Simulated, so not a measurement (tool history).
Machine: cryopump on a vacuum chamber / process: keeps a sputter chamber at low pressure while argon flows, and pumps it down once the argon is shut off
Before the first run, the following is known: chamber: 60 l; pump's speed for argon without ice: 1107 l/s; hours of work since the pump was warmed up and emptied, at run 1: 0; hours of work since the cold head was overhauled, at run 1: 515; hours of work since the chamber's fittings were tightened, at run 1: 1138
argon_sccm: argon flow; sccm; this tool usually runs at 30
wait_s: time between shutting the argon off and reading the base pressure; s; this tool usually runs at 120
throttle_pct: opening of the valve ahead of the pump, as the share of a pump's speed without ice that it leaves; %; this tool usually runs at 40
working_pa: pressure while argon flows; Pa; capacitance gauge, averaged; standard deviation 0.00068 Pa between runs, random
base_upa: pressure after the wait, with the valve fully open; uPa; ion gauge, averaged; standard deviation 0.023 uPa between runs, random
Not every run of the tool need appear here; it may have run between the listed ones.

run    hour  argon_sccm  wait_s  throttle_pct  hours of work since the pump was warmed up and emptied  hours of work since the cold head was overhauled  hours of work since the chamber's fittings were tightened  working_pa  base_upa
  1     0.0          30     120            40                                                       0                                               515                                                       1138      0.1140      1.54
  2    77.3          30      40            40                                                      48                                               563                                                       1187      0.1160      2.66
  3   148.0          30      40            40                                                      92                                               607                                                       1230      0.1169      2.69
  4   193.9          30      40            40                                                     121                                               636                                                       1259      0.1190      2.75
  5   244.3          30      40            40                                                     152                                               667                                                       1290      0.1197      2.75
  6   302.5          30     120            40                                                     188                                               703                                                       1326      0.1212      1.90
  7   358.4          30     120            40                                                     223                                               738                                                       1361      0.1211      1.91
  8   441.3          30     120            40                                                     274                                               790                                                       1413      0.1237      2.01
  9   527.8          30     120            40                                                     328                                               843                                                       1467      0.1252      2.07
 10   590.0          30     120            40                                                     367                                               882                                                       1505      0.1258      2.18
 11   632.1          30     120            40                                                     393                                               908                                                       1531      0.1278      2.20
 12   670.9          19     120            40                                                     417                                               932                                                       1555      0.0808      2.27
 13   713.1          30     120            40                                                     443                                               958                                                       1582      0.1276      2.29
      810.0  -- pump warmed up, emptied and cooled again
 14   810.0          50      40            45                                                       0                                              1016                                                       1639      0.1725      2.87
 15   895.7          57     120            54                                                      53                                              1069                                                       1692      0.1652      2.00
 16   980.1          36     120            35                                                     106                                              1121                                                       1745      0.1616      2.02
 17  1065.3          21     120            35                                                     159                                              1174                                                       1798      0.0952      2.17
 18  1149.4          58     135            18                                                     211                                              1227                                                       1850      0.5070      2.24
 19  1221.5          58     135            18                                                     256                                              1271                                                       1895      0.5075      2.34
 20  1292.0          17      38            40                                                     300                                              1315                                                       1938      0.0709      3.49
 21  1362.4          58      23            26                                                     343                                              1359                                                       1982      0.3632      4.60

Forecast run 22:
 22  1405.5          32      98            28                                                     370                                              1386                                                       2009           ?         ?

{"run 22": {"working_pa": 0.1859, "base_upa": 2.74}}
The same run, on a tool lacking any hidden state, would have yielded working_pa 0.1734 Pa, base_upa 0.88 uPa.
